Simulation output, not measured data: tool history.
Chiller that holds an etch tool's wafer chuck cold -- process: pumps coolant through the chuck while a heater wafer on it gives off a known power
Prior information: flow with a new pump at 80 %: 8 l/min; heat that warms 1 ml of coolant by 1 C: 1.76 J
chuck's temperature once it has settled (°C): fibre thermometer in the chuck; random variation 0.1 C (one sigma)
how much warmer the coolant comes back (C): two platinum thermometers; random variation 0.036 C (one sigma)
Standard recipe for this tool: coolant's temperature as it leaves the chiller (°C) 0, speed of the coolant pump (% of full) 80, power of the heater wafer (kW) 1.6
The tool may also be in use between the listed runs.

| run | day | coolant's temperature as it leaves the chiller (°C) | speed of the coolant pump (% of full) | power of the heater wafer (kW) | chuck's temperature once it has settled (°C) | how much warmer the coolant comes back (C) |
|---|---|---|---|---|---|---|
| 1 | 0 | 0 | 80 | 1.6 | 13.8 | 6.84 |
| 2 | 2.075 | 0 | 80 | 1.6 | 13.8 | 6.84 |
| 3 | 3.788 | 1 | 80 | 1.6 | 14.8 | 6.82 |
| 4 | 6.283 | 0 | 80 | 1.6 | 13.9 | 6.84 |
| 5 | 7.883 | 0 | 80 | 1.6 | 14 | 6.89 |
| 6 | 10.542 | 0 | 80 | 1.6 | 13.8 | 6.94 |
| 7 | 12.854 | 0 | 80 | 1.6 | 13.9 | 6.92 |
| 8 | 14.65 | 0 | 80 | 1.6 | 14 | 6.87 |
| 9 | 16.046 | 0 | 80 | 1.6 | 14 | 6.84 |
| 10 | 18.229 | 0 | 80 | 1.6 | 13.9 | 6.79 |
| 11 | 20.188 | -5 | 80 | 1.6 | 8.9 | 6.87 |
| 12 | 21.962 | 0 | 80 | 1.6 | 13.8 | 6.9 |
| 13 | 23.3 | 8 | 80 | 1.6 | 21.8 | 6.98 |
| 14 | 25.842 | 0 | 74 | 1.6 | 14.9 | 7.54 |
| 15 | 27.625 | 0 | 80 | 1.6 | 14 | 6.97 |
| 16 | 29.654 | 0 | 80 | 1.6 | 14.1 | 6.9 |
| 17 | 32.079 | 0 | 80 | 1.6 | 14.1 | 6.93 |
| 18 | 33.583 | 0 | 67 | 1.6 | 16.1 | 8.52 |
| 19 | 35.988 | -1 | 75 | 0.835 | 6.6 | 3.92 |
| 20 | 37.904 | 7 | 91 | 0.835 | 13.5 | 3.11 |
| 21 | 39.288 | 7 | 91 | 0.826 | 13.4 | 3.1 |
| 22 | 40.65 | 7 | 91 | 0.826 | 13.5 | 3.1 |
| 23 | 42.492 | 7 | 91 | 0.826 | 13.4 | 3.12 |
| 24 | 44.667 | -6 | 80 | 1.55 | 7.8 | 6.8 |
| 25 | 45.821 | 0 | 80 | 1.55 | 13.8 | 6.77 |
| 26 | 47.729 | 0 | 80 | 1.55 | 14 | 6.8 |
| 27 | 49.175 | 3 | 80 | 1.95 | 20.5 | 8.51 |
| 28 | 51.742 | 0 | 72 | 1.23 | 11.6 | 6.01 |
|  | 53.325 | chiller's thermometer calibrated |
| 29 | 53.542 | -6 | 74 | 1.6 | 9.6 | 7.72 |
| 30 | 54.683 | 2 | 69 | 0.874 | 10.8 | 4.53 |
| 31 | 56.167 | 2 | 87 | 1.62 | 16.1 | 6.54 |
| 32 | 58.571 | 2 | 87 | 0.9 | 10 | 3.61 |

4 options for the next run, each taken on its own from the tool as it stands now. Forecast them:
| A | 60.904 | 0 | 70 | 0.941 | ? | ? |
| B | 60.904 | 9 | 61 | 0.9 | ? | ? |
| C | 60.904 | 1 | 79 | 1.06 | ? | ? |
| D | 60.904 | 6 | 85 | 0.891 | ? | ? |

| run | chuck's temperature once it has settled (°C) | how much warmer the coolant comes back (C) |
|---|---|---|
| A | 9.7 | 4.81 |
| B | 19.2 | 5.32 |
| C | 11 | 4.75 |
| D | 13.8 | 3.68 |
Without the tool's unlogged condition, the same runs would have read:
| run | chuck's temperature once it has settled (°C) | how much warmer the coolant comes back (C) |
|---|---|---|
| A | 8.7 | 4.65 |
| B | 18.2 | 5.14 |
| C | 10 | 4.59 |
| D | 12.9 | 3.56 |
